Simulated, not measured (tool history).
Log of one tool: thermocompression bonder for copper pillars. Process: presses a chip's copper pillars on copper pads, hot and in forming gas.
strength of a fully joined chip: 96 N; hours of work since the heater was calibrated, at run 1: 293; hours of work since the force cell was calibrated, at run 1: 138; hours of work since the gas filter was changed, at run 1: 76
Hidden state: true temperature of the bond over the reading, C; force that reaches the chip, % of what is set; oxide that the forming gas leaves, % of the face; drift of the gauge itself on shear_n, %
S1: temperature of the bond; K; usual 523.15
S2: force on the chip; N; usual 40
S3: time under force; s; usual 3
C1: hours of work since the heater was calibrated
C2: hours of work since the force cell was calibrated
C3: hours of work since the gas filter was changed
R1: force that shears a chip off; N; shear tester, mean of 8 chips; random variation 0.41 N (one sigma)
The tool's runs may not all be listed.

{"run": 1, "day": 0.0, "S1": 523.15, "S2": 40, "S3": 3, "C1": 293, "C2": 138, "C3": 76, "R1": 32.6}
{"run": 2, "day": 0.762, "S1": 544.15, "S2": 40, "S3": 3, "C1": 303, "C2": 149, "C3": 86, "R1": 45.8}
{"run": 3, "day": 1.271, "S1": 544.15, "S2": 40, "S3": 3, "C1": 310, "C2": 156, "C3": 93, "R1": 45.7}
{"run": 4, "day": 2.033, "S1": 523.15, "S2": 40, "S3": 5, "C1": 321, "C2": 166, "C3": 104, "R1": 39.1}
{"run": 5, "day": 2.538, "S1": 523.15, "S2": 40, "S3": 5, "C1": 328, "C2": 173, "C3": 111, "R1": 38.7}
{"run": 6, "day": 3.458, "S1": 523.15, "S2": 46, "S3": 5, "C1": 340, "C2": 186, "C3": 124, "R1": 40.7}
{"run": 7, "day": 3.971, "S1": 523.15, "S2": 51, "S3": 3, "C1": 347, "C2": 193, "C3": 131, "R1": 35.5}
{"run": 8, "day": 4.688, "S1": 520.15, "S2": 40, "S3": 3, "C1": 357, "C2": 203, "C3": 141, "R1": 29.5}
{"run": 9, "day": 5.45, "S1": 520.15, "S2": 40, "S3": 3, "C1": 368, "C2": 214, "C3": 151, "R1": 30.1}
{"run": 10, "day": 6.054, "S1": 523.15, "S2": 40, "S3": 3, "C1": 376, "C2": 222, "C3": 159, "R1": 31.0}
{"run": 11, "day": 6.771, "S1": 527.15, "S2": 40, "S3": 3, "C1": 386, "C2": 232, "C3": 169, "R1": 33.3}
{"run": 12, "day": 7.567, "S1": 527.15, "S2": 40, "S3": 3, "C1": 397, "C2": 243, "C3": 180, "R1": 33.4}
{"run": 13, "day": 8.454, "S1": 511.15, "S2": 40, "S3": 3, "C1": 409, "C2": 255, "C3": 193, "R1": 24.7}
{"run": 14, "day": 8.962, "S1": 511.15, "S2": 40, "S3": 3, "C1": 416, "C2": 262, "C3": 200, "R1": 23.8}
{"run": 15, "day": 9.483, "S1": 523.15, "S2": 40, "S3": 3, "C1": 424, "C2": 269, "C3": 207, "R1": 30.6}
{"run": 16, "day": 9.946, "S1": 523.15, "S2": 40, "S3": 7, "C1": 430, "C2": 276, "C3": 213, "R1": 42.6}
{"day": 10.071, "done": "force cell calibrated"}
{"day": 10.812, "done": "forming gas filter changed"}
{"run": 17, "day": 10.812, "S1": 523.15, "S2": 40, "S3": 3, "C1": 441, "C2": 10, "C3": 0, "R1": 33.0}
{"run": 18, "day": 11.242, "S1": 523.15, "S2": 40, "S3": 3, "C1": 447, "C2": 16, "C3": 6, "R1": 33.3}
{"run": 19, "day": 11.912, "S1": 539.15, "S2": 40, "S3": 3, "C1": 456, "C2": 25, "C3": 15, "R1": 43.4}
{"run": 20, "day": 12.304, "S1": 539.15, "S2": 40, "S3": 3, "C1": 461, "C2": 31, "C3": 21, "R1": 43.8}
{"run": 21, "day": 12.708, "S1": 553.15, "S2": 40, "S3": 2, "C1": 467, "C2": 36, "C3": 26, "R1": 45.8}
{"day": 13.138, "done": "force cell calibrated, once more"}
{"run": 22, "day": 13.646, "S1": 553.15, "S2": 40, "S3": 2, "C1": 479, "C2": 7, "C3": 38, "R1": 45.5}
{"run": 23, "day": 14.517, "S1": 547.15, "S2": 35, "S3": 8, "C1": 491, "C2": 19, "C3": 50, "R1": 60.8}
{"run": 24, "day": 15.075, "S1": 523.15, "S2": 40, "S3": 4, "C1": 499, "C2": 27, "C3": 58, "R1": 35.3}
{"run": 25, "day": 15.85, "S1": 530.15, "S2": 44, "S3": 5, "C1": 509, "C2": 37, "C3": 69, "R1": 46.2}
{"run": 26, "day": 16.417, "S1": 508.15, "S2": 44, "S3": 5, "C1": 517, "C2": 45, "C3": 76, "R1": 30.8}
{"run": 27, "day": 17.296, "S1": 511.15, "S2": 51, "S3": 4, "C1": 529, "C2": 57, "C3": 89, "R1": 31.6}
{"run": 28, "day": 17.712, "S1": 504.15, "S2": 26, "S3": 9, "C1": 535, "C2": 63, "C3": 94, "R1": 27.4}
{"run": 29, "day": 18.542, "S1": 539.15, "S2": 50, "S3": 2, "C1": 547, "C2": 75, "C3": 106, "R1": 39.0}
{"run": 30, "day": 19.042, "S1": 516.15, "S2": 38, "S3": 3, "C1": 553, "C2": 82, "C3": 113, "R1": 27.0}
{"run": 31, "day": 19.492, "S1": 516.15, "S2": 38, "S3": 3, "C1": 560, "C2": 88, "C3": 119, "R1": 26.3}
{"run": 32, "day": 19.888, "S1": 552.15, "S2": 26, "S3": 6, "C1": 565, "C2": 93, "C3": 124, "R1": 51.6}
{"run": 33, "day": 20.758, "S1": 523.15, "S2": 53, "S3": 8, "C1": 577, "C2": 105, "C3": 136, "R1": 49.2}
{"run": 34, "day": 21.683, "S1": 523.15, "S2": 53, "S3": 8, "C1": 590, "C2": 118, "C3": 149, "R1": 50.9}
{"run": 35, "day": 22.471, "S1": 513.15, "S2": 53, "S3": 5, "C1": 601, "C2": 129, "C3": 160, "R1": 35.2}
{"run": 36, "day": 23.325, "S1": 518.15, "S2": 57, "S3": 8, "C1": 613, "C2": 141, "C3": 172, "R1": 46.9}
{"run": 37, "day": 23.721, "S1": 518.15, "S2": 57, "S3": 8, "C1": 618, "C2": 146, "C3": 177, "R1": 46.3}
{"run": 38, "day": 24.171, "S1": 502.15, "S2": 27, "S3": 3, "C1": 624, "C2": 152, "C3": 184, "R1": 15.8}
{"run": 39, "day": 24.921, "S1": 537.15, "S2": 37, "S3": 3, "C1": 635, "C2": 163, "C3": 194, "R1": 36.9}

3 ways to go on from here, each from the tool as it stands after run 39. What would each give?
{"run": "A", "day": 25.788, "S1": 502.15, "S2": 50, "S3": 5, "C1": 647, "C2": 175, "C3": 206, "R1": "?"}
{"run": "B", "day": 25.788, "S1": 550.15, "S2": 37, "S3": 3, "C1": 647, "C2": 175, "C3": 206, "R1": "?"}
{"run": "C", "day": 25.788, "S1": 522.15, "S2": 39, "S3": 3, "C1": 647, "C2": 175, "C3": 206, "R1": "?"}

run=A R1=27.5
run=B R1=44.6
run=C R1=28.4
Without the tool's hidden state the same runs would have given:
run=A R1=32.5
run=B R1=51.2
run=C R1=33.3
